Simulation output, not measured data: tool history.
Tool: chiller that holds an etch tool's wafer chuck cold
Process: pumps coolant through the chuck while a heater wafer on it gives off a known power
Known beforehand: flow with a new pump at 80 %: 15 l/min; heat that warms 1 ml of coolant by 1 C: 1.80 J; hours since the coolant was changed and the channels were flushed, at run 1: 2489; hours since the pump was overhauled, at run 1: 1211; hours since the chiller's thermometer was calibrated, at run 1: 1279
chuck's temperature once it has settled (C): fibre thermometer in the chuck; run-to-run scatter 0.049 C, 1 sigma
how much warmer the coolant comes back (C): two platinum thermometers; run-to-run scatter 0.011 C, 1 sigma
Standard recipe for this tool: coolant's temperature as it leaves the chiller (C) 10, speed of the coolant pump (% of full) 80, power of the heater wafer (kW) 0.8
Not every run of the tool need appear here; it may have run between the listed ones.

| run | hour | coolant's temperature as it leaves the chiller (C) | speed of the coolant pump (% of full) | power of the heater wafer (kW) | hours since the coolant was changed and the channels were flushed | hours since the pump was overhauled | hours since the chiller's thermometer was calibrated | chuck's temperature once it has settled (C) | how much warmer the coolant comes back (C) |
|---|---|---|---|---|---|---|---|---|---|
| 1 | 0 | 10 | 80 | 0.8 | 2489 | 1211 | 1279 | 16.1 | 1.79 |
| 2 | 40.2 | 10 | 99 | 0.8 | 2529 | 1251 | 1319 | 15.16 | 1.43 |
| 3 | 61.2 | 10 | 80 | 0.8 | 2550 | 1272 | 1340 | 16.12 | 1.79 |
| 4 | 92.7 | 10 | 80 | 0.8 | 2581 | 1304 | 1372 | 16.04 | 1.79 |
| 5 | 127.6 | 10 | 80 | 0.8 | 2616 | 1339 | 1407 | 16.1 | 1.8 |
| 6 | 161.5 | 10 | 80 | 0.8 | 2650 | 1372 | 1441 | 16.08 | 1.82 |
| 7 | 179.1 | 18 | 80 | 0.8 | 2668 | 1390 | 1458 | 24.11 | 1.79 |
| 8 | 211 | 10 | 80 | 0.8 | 2700 | 1422 | 1490 | 16.01 | 1.79 |
| 9 | 241.9 | 10 | 80 | 0.8 | 2731 | 1453 | 1521 | 16.01 | 1.81 |
| 10 | 282 | 10 | 80 | 0.8 | 2771 | 1493 | 1561 | 16.05 | 1.8 |
| 11 | 301.3 | 10 | 80 | 0.8 | 2790 | 1512 | 1580 | 16.14 | 1.82 |
|  | 304.9 | chiller's thermometer calibrated |
| 12 | 325.9 | 10 | 80 | 0.8 | 2814 | 1536 | 21 | 16.1 | 1.82 |
| 13 | 366 | 10 | 80 | 0.8 | 2854 | 1576 | 61 | 16.21 | 1.82 |
|  | 372.4 | chiller's thermometer calibrated, once more |
| 14 | 407.6 | 7 | 76 | 0.612 | 2894 | 1617 | 35 | 11.82 | 1.45 |
| 15 | 435.8 | 10 | 92 | 0.478 | 2922 | 1645 | 63 | 13.28 | 0.91 |
| 16 | 471.8 | 4 | 92 | 0.912 | 2958 | 1681 | 99 | 10.24 | 1.79 |
| 17 | 503.6 | 17 | 80 | 0.8 | 2990 | 1713 | 131 | 22.96 | 1.8 |
| 18 | 526.6 | 17 | 62 | 0.626 | 3013 | 1736 | 154 | 22.84 | 1.85 |
| 19 | 561.8 | 17 | 62 | 0.626 | 3048 | 1771 | 189 | 22.84 | 1.86 |
| 20 | 581.9 | 10 | 68 | 1.151 | 3069 | 1791 | 209 | 19.92 | 3.11 |
| 21 | 620.4 | 16 | 61 | 0.8 | 3107 | 1829 | 248 | 23.51 | 2.43 |
| 22 | 638.9 | 10 | 62 | 0.701 | 3126 | 1848 | 266 | 16.52 | 2.09 |
| 23 | 675 | 10 | 60 | 0.701 | 3162 | 1884 | 303 | 16.79 | 2.17 |
| 24 | 701.1 | 1 | 93 | 1.098 | 3188 | 1910 | 329 | 8.47 | 2.13 |
| 25 | 733.5 | 1 | 93 | 1.098 | 3220 | 1942 | 361 | 8.49 | 2.1 |

5 options for the next run, each taken on its own from the tool as it stands now. Forecast them:
| A | 753.2 | 5 | 89 | 0.8 | 3240 | 1962 | 381 | ? | ? |
| B | 753.2 | 9 | 72 | 0.625 | 3240 | 1962 | 381 | ? | ? |
| C | 753.2 | 8 | 76 | 0.8 | 3240 | 1962 | 381 | ? | ? |
| D | 753.2 | 17 | 80 | 0.8 | 3240 | 1962 | 381 | ? | ? |
| E | 753.2 | 1 | 72 | 1.098 | 3240 | 1962 | 381 | ? | ? |

| run | chuck's temperature once it has settled (C) | how much warmer the coolant comes back (C) |
|---|---|---|
| A | 10.65 | 1.63 |
| B | 14.14 | 1.6 |
| C | 14.39 | 1.93 |
| D | 23.13 | 1.82 |
| E | 10.06 | 2.77 |
With the hidden condition removed and each run's random variation left untouched, the same runs would have given:
| run | chuck's temperature once it has settled (C) | how much warmer the coolant comes back (C) |
|---|---|---|
| A | 10.38 | 1.59 |
| B | 13.89 | 1.56 |
| C | 14.08 | 1.89 |
| D | 22.83 | 1.77 |
| E | 9.61 | 2.71 |
